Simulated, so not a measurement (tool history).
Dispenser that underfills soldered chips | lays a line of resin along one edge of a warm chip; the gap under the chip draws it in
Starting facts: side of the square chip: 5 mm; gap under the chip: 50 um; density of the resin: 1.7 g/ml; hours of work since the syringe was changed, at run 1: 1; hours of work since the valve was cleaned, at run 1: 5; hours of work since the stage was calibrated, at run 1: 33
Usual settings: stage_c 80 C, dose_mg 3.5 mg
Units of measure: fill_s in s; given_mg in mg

run    day  stage_c  dose_mg  hours of work since the syringe was changed  hours of work since the valve was cleaned  hours of work since the stage was calibrated  fill_s  given_mg
  1      0       80      3.5                                            1                                          5                                            33    20.4      3.52
     0.367  -- new syringe of resin
  2  0.433       80      3.5                                            1                                         12                                            40    21.2      3.45
  3  0.683       80      3.5                                            6                                         16                                            44    32.1      3.45
     0.796  -- new syringe of resin
  4  1.083       80      3.5                                            5                                         23                                            51    30.3       3.4
      1.25  -- new syringe of resin
  5  1.438       80      3.5                                            3                                         29                                            57      25       3.4
     1.688  -- new syringe of resin
  6  1.692       80      3.5                                            0                                         34                                            62    18.9      3.39
  7  2.029       80      3.5                                            6                                         39                                            68      33      3.35
     2.108  -- new syringe of resin
  8  2.454       80      3.5                                            6                                         47                                            75    32.6      3.33
     2.567  -- new syringe of resin
  9  2.788       80      3.5                                            4                                         52                                            80    27.2      3.31
     3.017  -- new syringe of resin
 10  3.121       80     3.19                                            2                                         58                                            86    23.2      3.04
 11  3.346       80     3.19                                            6                                         62                                            90      31      2.97
     3.442  -- new syringe of resin
 12  3.596       80      3.8                                            3                                         66                                            94    23.8      3.54
     3.862  -- new syringe of resin
 13  3.971       80      3.8                                            2                                         73                                           101    22.9      3.57
     4.321  -- new syringe of resin
 14  4.321       80      3.8                                            0                                         78                                           107    18.3      3.51
 15  4.538       80      3.8                                            4                                         82                                           110      27      3.48
     4.742  -- new syringe of resin
 16  4.796       80      3.8                                            1                                         87                                           115    21.8      3.52
 17  5.129       80      3.8                                            7                                         93                                           121      35       3.5
     5.162  -- new syringe of resin
 18  5.454       82      3.5                                            5                                         98                                           126    27.8      3.14
     5.596  -- new syringe of resin
 19  5.771       71     3.92                                            3                                        103                                           131    39.4      3.54
     6.017  -- new syringe of resin
 20  6.058       71     3.64                                            1                                        108                                           136    31.4      3.28

Run 21, settings as shown, results not yet in. Your forecast:
     6.446  -- new syringe of resin
 21  6.496       80      3.6                                            1                                        116                                           144       ?         ?

{"run 21": {"fill_s": 21.3, "given_mg": 3.22}}
The same run, on a tool lacking any hidden state, would have yielded fill_s 19.7 s, given_mg 3.62 mg.
